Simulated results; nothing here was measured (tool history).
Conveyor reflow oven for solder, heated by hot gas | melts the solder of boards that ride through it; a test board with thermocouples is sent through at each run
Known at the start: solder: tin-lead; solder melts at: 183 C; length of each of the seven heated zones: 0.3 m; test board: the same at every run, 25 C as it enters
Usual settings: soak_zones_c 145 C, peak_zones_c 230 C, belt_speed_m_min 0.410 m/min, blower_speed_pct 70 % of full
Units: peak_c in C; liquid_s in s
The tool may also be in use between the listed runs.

Run 1, day 0.000: usual settings. Result: peak_c 216.2 C, liquid_s 68.6 s.
Run 2, day 0.925: usual settings. Result: peak_c 216.6 C, liquid_s 68.0 s.
Run 3, day 1.396: usual settings. Result: peak_c 216.4 C, liquid_s 68.4 s.
Run 4, day 1.875: usual settings but blower_speed_pct 78 % of full. Result: peak_c 218.1 C, liquid_s 70.3 s.
Run 5, day 2.925: usual settings but blower_speed_pct 78 % of full. Result: peak_c 218.2 C, liquid_s 70.3 s.
Run 6, day 3.517: usual settings but peak_zones_c 243 C. Result: peak_c 228.1 C, liquid_s 77.0 s.
Run 7, day 3.967: usual settings. Result: peak_c 216.4 C, liquid_s 68.3 s.
Run 8, day 4.758: usual settings. Result: peak_c 216.5 C, liquid_s 68.2 s.
Run 9, day 5.262: usual settings. Result: peak_c 216.1 C, liquid_s 68.5 s.
At day 5.971: flux residue cleaned out of gas plates and filters.
Run 10, day 6.121: usual settings but soak_zones_c 138 C, peak_zones_c 241 C, belt_speed_m_min 0.361 m/min, blower_speed_pct 55 % of full. Result: peak_c 224.2 C, liquid_s 81.3 s.
Run 11, day 6.550: usual settings but soak_zones_c 138 C, peak_zones_c 241 C, belt_speed_m_min 0.361 m/min, blower_speed_pct 55 % of full. Result: peak_c 224.3 C, liquid_s 81.5 s.
Run 12, day 7.092: usual settings but soak_zones_c 138 C, peak_zones_c 241 C, belt_speed_m_min 0.361 m/min, blower_speed_pct 55 % of full. Result: peak_c 224.4 C, liquid_s 81.4 s.
Run 13, day 7.858: usual settings but soak_zones_c 154 C, peak_zones_c 234 C, belt_speed_m_min 0.353 m/min, blower_speed_pct 54 % of full. Result: peak_c 221.1 C, liquid_s 89.3 s.
Run 14, day 8.592: usual settings but soak_zones_c 154 C, peak_zones_c 234 C, belt_speed_m_min 0.353 m/min, blower_speed_pct 54 % of full. Result: peak_c 221.0 C, liquid_s 88.7 s.
Run 15, day 9.362: usual settings but peak_zones_c 228 C, blower_speed_pct 74 % of full. Result: peak_c 215.7 C, liquid_s 68.2 s.
Run 16, day 10.379: usual settings but soak_zones_c 131 C, peak_zones_c 228 C, blower_speed_pct 74 % of full. Result: peak_c 213.4 C, liquid_s 60.4 s.
Run 17, day 11.325: usual settings but peak_zones_c 232 C, blower_speed_pct 90 % of full. Result: peak_c 222.1 C, liquid_s 73.9 s.

Forecast each of these 3 alternatives for the next run:
Run A, day 12.017: usual settings but peak_zones_c 239 C, belt_speed_m_min 0.427 m/min. Result: peak_c ?, liquid_s ?.
Run B, day 12.017: usual settings but soak_zones_c 137 C, peak_zones_c 245 C, belt_speed_m_min 0.444 m/min. Result: peak_c ?, liquid_s ?.
Run C, day 12.017: usual settings but soak_zones_c 158 C, peak_zones_c 228 C, belt_speed_m_min 0.394 m/min, blower_speed_pct 90 % of full. Result: peak_c ?, liquid_s ?.

run  peak_c  liquid_s
  A   223.1      70.4
  B   225.6      66.5
  C   220.7      83.0
Without the tool's hidden state the same runs would have given:
run  peak_c  liquid_s
  A   223.0      70.3
  B   225.5      66.4
  C   220.6      82.8

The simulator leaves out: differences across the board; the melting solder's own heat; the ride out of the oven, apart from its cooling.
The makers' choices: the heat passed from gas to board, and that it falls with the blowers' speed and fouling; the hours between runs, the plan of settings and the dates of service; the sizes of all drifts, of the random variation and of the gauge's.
